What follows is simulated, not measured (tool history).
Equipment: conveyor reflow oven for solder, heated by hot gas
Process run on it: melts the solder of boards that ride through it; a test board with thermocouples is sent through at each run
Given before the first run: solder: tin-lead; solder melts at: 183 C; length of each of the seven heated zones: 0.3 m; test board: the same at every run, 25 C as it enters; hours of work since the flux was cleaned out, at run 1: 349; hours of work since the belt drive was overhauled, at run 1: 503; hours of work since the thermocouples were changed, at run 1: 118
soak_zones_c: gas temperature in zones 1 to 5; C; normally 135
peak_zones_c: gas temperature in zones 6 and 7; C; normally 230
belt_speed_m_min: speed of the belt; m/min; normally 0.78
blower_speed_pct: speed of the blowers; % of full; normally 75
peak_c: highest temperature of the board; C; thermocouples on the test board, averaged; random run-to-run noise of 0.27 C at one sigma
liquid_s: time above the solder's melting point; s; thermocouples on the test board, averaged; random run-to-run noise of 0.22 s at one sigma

run	hour	soak_zones_c	peak_zones_c	belt_speed_m_min	blower_speed_pct	hours of work since the flux was cleaned out	hours of work since the belt drive was overhauled	hours of work since the thermocouples were changed	peak_c	liquid_s
1	0	135	230	0.78	75	349	503	118	205.4	26
2	20.5	135	230	0.78	57	360	514	129	199.2	20.7
3	29.2	135	243	0.78	75	364	518	134	214.8	32
4	46.4	135	243	0.78	75	374	528	143	214.8	32.1
5	66.3	135	230	0.668	75	384	538	153	210.5	35
6	86.2	135	219	0.78	75	395	549	164	196.2	18.4
7	103.8	135	230	0.795	75	404	558	174	203.6	24
8	119.7	135	230	0.795	61	413	567	182	199.5	20.3
9	139.7	135	230	0.795	61	424	577	193	199.5	19.9
10	160.5	135	230	0.795	61	435	589	204	198.9	19.7
11	178.2	135	230	0.795	61	444	598	213	198.5	19.5
12	188.4	135	230	0.795	61	450	604	219	199	19.3
13	198.6	135	230	0.795	61	455	609	224	198.7	19.4
14	213.1	135	230	0.795	61	463	617	232	198.5	19.4
15	226	135	230	0.795	61	470	624	239	199.2	18.9
# hour 241.9: flux residue cleaned out of gas plates and filters
16	242.1	135	227	0.78	75	0	630	245	207.9	28.5
17	262.2	142	231	0.72	53	11	640	256	207.9	31.6
18	279.8	147	231	0.641	57	20	650	265	214.3	42.7
19	295.6	135	230	0.78	55	29	658	274	202.5	24.2
20	312.3	127	230	0.78	87	38	667	282	211.5	29.1
21	332	127	230	0.78	87	48	678	293	211.4	29.4
22	347	128	231	0.78	75	56	686	301	209.1	27.5
23	356.3	135	224	0.78	78	61	691	306	205.9	27.3
24	365.1	149	220	0.78	78	66	695	311	204.8	30.3
25	378.6	149	220	0.78	78	73	703	318	205.3	30.2
26	398.7	149	220	0.78	78	84	713	329	205	30.3
27	418.3	120	220	0.711	78	94	724	339	201.9	24.2
28	431.7	120	220	0.711	78	102	731	346	201.9	24
29	441.3	143	230	0.78	75	107	736	352	210.7	31.9
30	461.6	135	227	0.78	85	118	747	362	208.7	29.1
31	475	135	227	0.78	85	125	754	370	208.9	29.3
32	494.2	144	243	0.682	59	135	765	380	221.9	42.8

Branching from run 32: 3 alternative next runs. What would each branch give?
A	511.3	142	243	0.876	68	144	774	389	?	?
B	511.3	135	230	0.78	75	144	774	389	?	?
C	511.3	143	230	0.78	75	144	774	389	?	?

run	peak_c	liquid_s
A	213.8	29
B	208.6	28.8
C	210.1	31.6
With no hidden state in the tool, these same runs would have given:
run	peak_c	liquid_s
A	215.2	29.6
B	209.8	29.5
C	211.2	32.2
